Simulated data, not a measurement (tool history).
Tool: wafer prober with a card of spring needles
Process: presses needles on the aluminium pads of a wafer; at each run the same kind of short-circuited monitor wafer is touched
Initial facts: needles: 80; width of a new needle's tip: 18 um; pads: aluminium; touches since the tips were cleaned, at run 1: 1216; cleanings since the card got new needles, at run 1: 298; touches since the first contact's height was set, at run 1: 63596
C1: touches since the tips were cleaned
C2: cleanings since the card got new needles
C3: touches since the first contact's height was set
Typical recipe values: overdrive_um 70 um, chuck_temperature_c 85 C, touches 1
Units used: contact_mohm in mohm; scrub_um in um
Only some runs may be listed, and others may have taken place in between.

{"run": 1, "hour": 0.0, "overdrive_um": 70, "chuck_temperature_c": 85, "touches": 1, "C1": 1216, "C2": 298, "C3": 63596, "contact_mohm": 258, "scrub_um": 10.45}
{"hour": 2.3, "done": "tips cleaned on abrasive film"}
{"hour": 8.0, "done": "tips cleaned on abrasive film"}
{"hour": 13.7, "done": "tips cleaned on abrasive film"}
{"hour": 19.4, "done": "tips cleaned on abrasive film"}
{"hour": 25.1, "done": "tips cleaned on abrasive film"}
{"run": 2, "hour": 29.0, "overdrive_um": 70, "chuck_temperature_c": 85, "touches": 1, "C1": 1659, "C2": 303, "C3": 75894, "contact_mohm": 267, "scrub_um": 10.33}
{"hour": 30.2, "done": "tips cleaned on abrasive film"}
{"hour": 35.9, "done": "tips cleaned on abrasive film"}
{"hour": 41.6, "done": "tips cleaned on abrasive film"}
{"hour": 47.3, "done": "tips cleaned on abrasive film"}
{"hour": 52.1, "done": "tips cleaned on abrasive film"}
{"run": 3, "hour": 52.1, "overdrive_um": 70, "chuck_temperature_c": 85, "touches": 1, "C1": 0, "C2": 308, "C3": 85672, "contact_mohm": 230, "scrub_um": 10.25}
{"hour": 57.8, "done": "tips cleaned on abrasive film"}
{"hour": 63.5, "done": "tips cleaned on abrasive film"}
{"hour": 69.2, "done": "tips cleaned on abrasive film"}
{"hour": 73.8, "done": "tips cleaned on abrasive film"}
{"hour": 79.5, "done": "tips cleaned on abrasive film"}
{"hour": 84.1, "done": "tips cleaned on abrasive film"}
{"hour": 89.8, "done": "tips cleaned on abrasive film"}
{"run": 4, "hour": 90.3, "overdrive_um": 70, "chuck_temperature_c": 85, "touches": 1, "C1": 244, "C2": 315, "C3": 101870, "contact_mohm": 238, "scrub_um": 10.19}
{"hour": 94.9, "done": "tips cleaned on abrasive film"}
{"hour": 99.5, "done": "tips cleaned on abrasive film"}
{"hour": 105.2, "done": "tips cleaned on abrasive film"}
{"hour": 110.9, "done": "tips cleaned on abrasive film"}
{"hour": 115.5, "done": "tips cleaned on abrasive film"}
{"hour": 121.0, "done": "tips cleaned on abrasive film"}
{"run": 5, "hour": 121.0, "overdrive_um": 70, "chuck_temperature_c": 85, "touches": 1, "C1": 0, "C2": 321, "C3": 114856, "contact_mohm": 232, "scrub_um": 10.17}
{"hour": 126.7, "done": "tips cleaned on abrasive film"}
{"hour": 131.3, "done": "tips cleaned on abrasive film"}
{"hour": 137.0, "done": "tips cleaned on abrasive film"}
{"hour": 141.5, "done": "tips cleaned on abrasive film"}
{"hour": 147.2, "done": "tips cleaned on abrasive film"}
{"run": 6, "hour": 150.9, "overdrive_um": 70, "chuck_temperature_c": 85, "touches": 1, "C1": 1578, "C2": 326, "C3": 127555, "contact_mohm": 268, "scrub_um": 10.13}
{"hour": 152.1, "done": "tips cleaned on abrasive film"}
{"hour": 157.8, "done": "tips cleaned on abrasive film"}
{"hour": 163.5, "done": "tips cleaned on abrasive film"}
{"hour": 169.2, "done": "tips cleaned on abrasive film"}
{"run": 7, "hour": 172.7, "overdrive_um": 70, "chuck_temperature_c": 85, "touches": 1, "C1": 1502, "C2": 330, "C3": 136793, "contact_mohm": 263, "scrub_um": 10.19}
{"hour": 173.9, "done": "tips cleaned on abrasive film"}
{"hour": 179.6, "done": "tips cleaned on abrasive film"}
{"hour": 185.3, "done": "tips cleaned on abrasive film"}
{"hour": 189.9, "done": "tips cleaned on abrasive film"}
{"hour": 195.6, "done": "tips cleaned on abrasive film"}
{"run": 8, "hour": 199.1, "overdrive_um": 70, "chuck_temperature_c": 85, "touches": 2, "C1": 1521, "C2": 335, "C3": 147989, "contact_mohm": 253, "scrub_um": 10.03}
{"hour": 200.3, "done": "tips cleaned on abrasive film"}
{"hour": 206.0, "done": "tips cleaned on abrasive film"}
{"hour": 210.6, "done": "tips cleaned on abrasive film"}
{"hour": 216.3, "done": "tips cleaned on abrasive film"}
{"hour": 220.0, "done": "height of the first contact set anew"}
{"hour": 221.2, "done": "tips cleaned on abrasive film"}
{"run": 9, "hour": 221.2, "overdrive_um": 70, "chuck_temperature_c": 75, "touches": 1, "C1": 0, "C2": 340, "C3": 484, "contact_mohm": 234, "scrub_um": 10.68}
{"hour": 226.9, "done": "tips cleaned on abrasive film"}
{"hour": 232.6, "done": "tips cleaned on abrasive film"}
{"hour": 238.3, "done": "tips cleaned on abrasive film"}
{"hour": 243.0, "done": "tips cleaned on abrasive film"}
{"run": 10, "hour": 243.0, "overdrive_um": 70, "chuck_temperature_c": 118, "touches": 1, "C1": 0, "C2": 344, "C3": 9727, "contact_mohm": 236, "scrub_um": 10.69}
{"hour": 248.7, "done": "tips cleaned on abrasive film"}
{"hour": 254.4, "done": "tips cleaned on abrasive film"}
{"hour": 258.9, "done": "tips cleaned on abrasive film"}
{"hour": 264.6, "done": "tips cleaned on abrasive film"}
{"run": 11, "hour": 264.7, "overdrive_um": 70, "chuck_temperature_c": 118, "touches": 1, "C1": 2, "C2": 348, "C3": 18913, "contact_mohm": 242, "scrub_um": 10.61}
{"hour": 270.1, "done": "tips cleaned on abrasive film"}
{"hour": 275.8, "done": "tips cleaned on abrasive film"}
{"hour": 280.4, "done": "tips cleaned on abrasive film"}
{"hour": 286.1, "done": "tips cleaned on abrasive film"}
{"hour": 290.7, "done": "tips cleaned on abrasive film"}
{"hour": 296.4, "done": "tips cleaned on abrasive film"}
{"run": 12, "hour": 299.0, "overdrive_um": 70, "chuck_temperature_c": 89, "touches": 2, "C1": 1138, "C2": 354, "C3": 33489, "contact_mohm": 247, "scrub_um": 10.36}
{"hour": 301.3, "done": "tips cleaned on abrasive film"}
{"hour": 307.0, "done": "tips cleaned on abrasive film"}
{"hour": 311.6, "done": "tips cleaned on abrasive film"}
{"hour": 316.6, "done": "tips cleaned on abrasive film"}
{"run": 13, "hour": 316.6, "overdrive_um": 70, "chuck_temperature_c": 26, "touches": 1, "C1": 0, "C2": 358, "C3": 40900, "contact_mohm": 219, "scrub_um": 10.42}
{"hour": 322.3, "done": "tips cleaned on abrasive film"}
{"hour": 328.0, "done": "tips cleaned on abrasive film"}
{"hour": 333.7, "done": "tips cleaned on abrasive film"}
{"hour": 339.4, "done": "tips cleaned on abrasive film"}
{"hour": 343.9, "done": "tips cleaned on abrasive film"}
{"hour": 349.6, "done": "tips cleaned on abrasive film"}
{"run": 14, "hour": 353.3, "overdrive_um": 85, "chuck_temperature_c": 85, "touches": 2, "C1": 1603, "C2": 364, "C3": 56526, "contact_mohm": 246, "scrub_um": 12.6}
{"hour": 354.6, "done": "tips cleaned on abrasive film"}
{"hour": 360.3, "done": "tips cleaned on abrasive film"}
{"hour": 366.0, "done": "tips cleaned on abrasive film"}
{"hour": 370.5, "done": "tips cleaned on abrasive film"}
{"hour": 382.5, "done": "card fitted with new needles"}
{"hour": 388.2, "done": "tips cleaned on abrasive film"}
{"hour": 393.9, "done": "tips cleaned on abrasive film"}
{"run": 15, "hour": 396.3, "overdrive_um": 70, "chuck_temperature_c": 69, "touches": 1, "C1": 1037, "C2": 2, "C3": 5872, "contact_mohm": 237, "scrub_um": 10.6}
{"hour": 398.7, "done": "tips cleaned on abrasive film"}
{"hour": 404.4, "done": "tips cleaned on abrasive film"}
{"hour": 410.1, "done": "tips cleaned on abrasive film"}
{"hour": 414.6, "done": "tips cleaned on abrasive film"}
{"hour": 420.3, "done": "tips cleaned on abrasive film"}
{"hour": 424.9, "done": "tips cleaned on abrasive film"}
{"hour": 430.6, "done": "tips cleaned on abrasive film"}
{"hour": 435.7, "done": "tips cleaned on abrasive film"}
{"run": 16, "hour": 435.7, "overdrive_um": 70, "chuck_temperature_c": 33, "touches": 2, "C1": 0, "C2": 10, "C3": 22524, "contact_mohm": 216, "scrub_um": 10.48}
{"hour": 440.3, "done": "tips cleaned on abrasive film"}
{"hour": 446.0, "done": "tips cleaned on abrasive film"}
{"hour": 451.7, "done": "tips cleaned on abrasive film"}
{"run": 17, "hour": 452.0, "overdrive_um": 70, "chuck_temperature_c": 35, "touches": 1, "C1": 138, "C2": 13, "C3": 29432, "contact_mohm": 222, "scrub_um": 10.51}
{"hour": 456.6, "done": "tips cleaned on abrasive film"}
{"hour": 462.3, "done": "tips cleaned on abrasive film"}
{"hour": 468.0, "done": "tips cleaned on abrasive film"}
{"hour": 473.7, "done": "tips cleaned on abrasive film"}
{"run": 18, "hour": 474.1, "overdrive_um": 75, "chuck_temperature_c": 25, "touches": 2, "C1": 211, "C2": 17, "C3": 38828, "contact_mohm": 219, "scrub_um": 11.14}
{"hour": 478.7, "done": "tips cleaned on abrasive film"}
{"hour": 483.3, "done": "tips cleaned on abrasive film"}
{"hour": 489.0, "done": "tips cleaned on abrasive film"}
{"hour": 494.7, "done": "tips cleaned on abrasive film"}
{"hour": 500.4, "done": "tips cleaned on abrasive film"}
{"run": 19, "hour": 502.5, "overdrive_um": 78, "chuck_temperature_c": 25, "touches": 2, "C1": 903, "C2": 22, "C3": 50853, "contact_mohm": 223, "scrub_um": 11.58}
{"hour": 506.0, "done": "tips cleaned on abrasive film"}
{"hour": 511.7, "done": "tips cleaned on abrasive film"}
{"hour": 517.3, "done": "tips cleaned on abrasive film"}
{"run": 20, "hour": 520.1, "overdrive_um": 58, "chuck_temperature_c": 33, "touches": 1, "C1": 1194, "C2": 25, "C3": 58334, "contact_mohm": 248, "scrub_um": 8.44}
{"hour": 522.5, "done": "tips cleaned on abrasive film"}
{"hour": 528.1, "done": "tips cleaned on abrasive film"}
{"hour": 533.8, "done": "tips cleaned on abrasive film"}
{"hour": 539.5, "done": "tips cleaned on abrasive film"}
{"run": 21, "hour": 542.8, "overdrive_um": 56, "chuck_temperature_c": 63, "touches": 3, "C1": 1386, "C2": 29, "C3": 67940, "contact_mohm": 238, "scrub_um": 8.29}

Predict the results of run 22:
{"hour": 545.1, "done": "tips cleaned on abrasive film"}
{"hour": 550.8, "done": "tips cleaned on abrasive film"}
{"hour": 556.5, "done": "tips cleaned on abrasive film"}
{"hour": 562.2, "done": "tips cleaned on abrasive film"}
{"hour": 567.9, "done": "tips cleaned on abrasive film"}
{"hour": 572.5, "done": "tips cleaned on abrasive film"}
{"run": 22, "hour": 576.1, "overdrive_um": 54, "chuck_temperature_c": 104, "touches": 1, "C1": 1553, "C2": 35, "C3": 82066, "contact_mohm": "?", "scrub_um": "?"}

contact_mohm: 276 mohm
scrub_um: 7.89 um
Without the tool's hidden state the same run would have given contact_mohm 235 mohm, scrub_um 8.17 um.
